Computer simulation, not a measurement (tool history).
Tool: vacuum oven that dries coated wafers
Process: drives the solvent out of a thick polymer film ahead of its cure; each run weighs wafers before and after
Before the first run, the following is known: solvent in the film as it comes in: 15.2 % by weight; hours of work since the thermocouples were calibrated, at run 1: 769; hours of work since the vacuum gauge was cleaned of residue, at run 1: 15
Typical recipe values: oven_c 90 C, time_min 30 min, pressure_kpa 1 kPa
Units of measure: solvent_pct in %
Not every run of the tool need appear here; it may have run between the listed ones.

| run | hour | oven_c | time_min | pressure_kpa | hours of work since the thermocouples were calibrated | hours of work since the vacuum gauge was cleaned of residue | solvent_pct |
|---|---|---|---|---|---|---|---|
| 1 | 0 | 90 | 30 | 1 | 769 | 15 | 1.62 |
| 2 | 48.9 | 90 | 30 | 1 | 800 | 47 | 1.63 |
| 3 | 94.8 | 90 | 45 | 1 | 830 | 76 | 0.74 |
| 4 | 123.7 | 90 | 30 | 1 | 849 | 95 | 1.61 |
| 5 | 185.7 | 90 | 30 | 1 | 889 | 135 | 1.64 |
| 6 | 222.7 | 90 | 30 | 1 | 913 | 159 | 1.61 |
| 7 | 263.6 | 90 | 30 | 1 | 939 | 186 | 1.6 |
| 8 | 299.1 | 90 | 30 | 1 | 963 | 209 | 1.62 |
| 9 | 353.2 | 90 | 35 | 1 | 998 | 244 | 1.21 |
| 10 | 392.8 | 90 | 35 | 1 | 1023 | 270 | 1.23 |
|  | 414.3 | oven's thermocouples calibrated |
| 11 | 435.4 | 90 | 30 | 0.66 | 14 | 296 | 1.51 |
| 12 | 466.1 | 90 | 30 | 0.66 | 34 | 316 | 1.54 |
| 13 | 496.3 | 89 | 29 | 1 | 53 | 335 | 1.86 |
| 14 | 526 | 95 | 23 | 1 | 72 | 355 | 1.75 |
| 15 | 571.5 | 95 | 23 | 1 | 102 | 384 | 1.74 |
| 16 | 626 | 95 | 23 | 1 | 137 | 419 | 1.72 |
| 17 | 654.2 | 95 | 42 | 2 | 155 | 438 | 0.78 |
| 18 | 690.9 | 95 | 17 | 3.51 | 179 | 462 | 3.36 |
| 19 | 741.2 | 90 | 26 | 1 | 212 | 494 | 2.09 |
| 20 | 782.2 | 90 | 26 | 1 | 238 | 521 | 2.08 |
| 21 | 839.3 | 85 | 35 | 3.32 | 275 | 558 | 2.67 |
| 22 | 876.5 | 85 | 35 | 3.32 | 300 | 582 | 2.66 |
| 23 | 916.6 | 85 | 35 | 3.32 | 326 | 608 | 2.65 |

Here are 3 independent what-if runs from the current tool condition. What would each one return?
| A | 945.1 | 103 | 25 | 3.32 | 344 | 626 | ? |
| B | 945.1 | 90 | 35 | 1.46 | 344 | 626 | ? |
| C | 945.1 | 90 | 19 | 1 | 344 | 626 | ? |

| run | solvent_pct |
|---|---|
| A | 1.13 |
| B | 1.36 |
| C | 3.3 |
Without the tool's unlogged condition, the same runs would have read:
| run | solvent_pct |
|---|---|
| A | 1.13 |
| B | 1.36 |
| C | 3.3 |
